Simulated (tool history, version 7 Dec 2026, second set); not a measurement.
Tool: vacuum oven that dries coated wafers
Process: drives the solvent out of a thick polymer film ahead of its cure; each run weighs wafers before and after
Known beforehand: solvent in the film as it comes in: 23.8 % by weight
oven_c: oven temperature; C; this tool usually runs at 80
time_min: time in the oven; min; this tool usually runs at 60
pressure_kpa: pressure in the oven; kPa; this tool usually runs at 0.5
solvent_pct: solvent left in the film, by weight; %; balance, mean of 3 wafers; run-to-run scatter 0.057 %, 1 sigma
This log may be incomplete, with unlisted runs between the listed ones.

run   hour  oven_c  time_min  pressure_kpa  solvent_pct
  1      0      80        60           0.5         3.03
  2   22.5      80        60           0.5         2.91
  3     42      80        60           0.5         3.02
  4     68      80        60           0.5         2.97
  5   86.6      80        60         0.919         3.23
  6    102      80        59           0.5         3.18
  7    132      80        59           0.5         3.14
  8  147.3      83        60           0.5         2.04
  9    166      83        60         1.351         2.46
 10  197.8      80        60         0.553         3.24
 11  217.2      80        60         0.553         3.17
 12  232.5      80        60         1.998         4.05
 13  261.7      80        60         1.998         4.29
 14    290      80        60          0.74         3.39
 15  313.2      80        60          0.74         3.37
 16  345.9      80        46           0.5         4.74
 17  361.7      80        52           0.5         3.96
 18  377.7      91        52         0.781         0.87
 19  394.5      75        42         0.904         8.17
 20  419.7      75        42         0.904         8.24
 21  437.5      75        42         0.904         8.27
 22  459.1      80        42         0.904         5.53
 23  492.1      80        42         0.904         5.55
 24  528.7      80        42         0.904         5.61
 25  547.8      72        51          1.24         9.04
 26  572.5      72        51          1.24         9.24
 27  600.6      67        75         0.584         8.82

Hidden state or all else? Some run-to-run changes of solvent_pct, split into what the settings, what came in and random variation would give without the hidden state, and what is left for the hidden state (with any gauge scatter that isn't in both results):
What the log doesn't record here: true wafer temperature over the reading, C; true pressure over the reading, kPa; drift of the gauge itself on solvent_pct, %.
Run 17 -> 18: oven_c 80 -> 91, pressure_kpa 0.5 -> 0.781. solvent_pct -3.09 %: hidden state -0.3, all else -2.79.
Run 18 -> 19: oven_c 91 -> 75, time_min 52 -> 42, pressure_kpa 0.781 -> 0.904. solvent_pct +7.3 %: hidden state +0.38, all else +6.92.
Run 24 -> 25: oven_c 80 -> 72, time_min 42 -> 51, pressure_kpa 0.904 -> 1.24. solvent_pct +3.43 %: hidden state +0.1, all else +3.33.
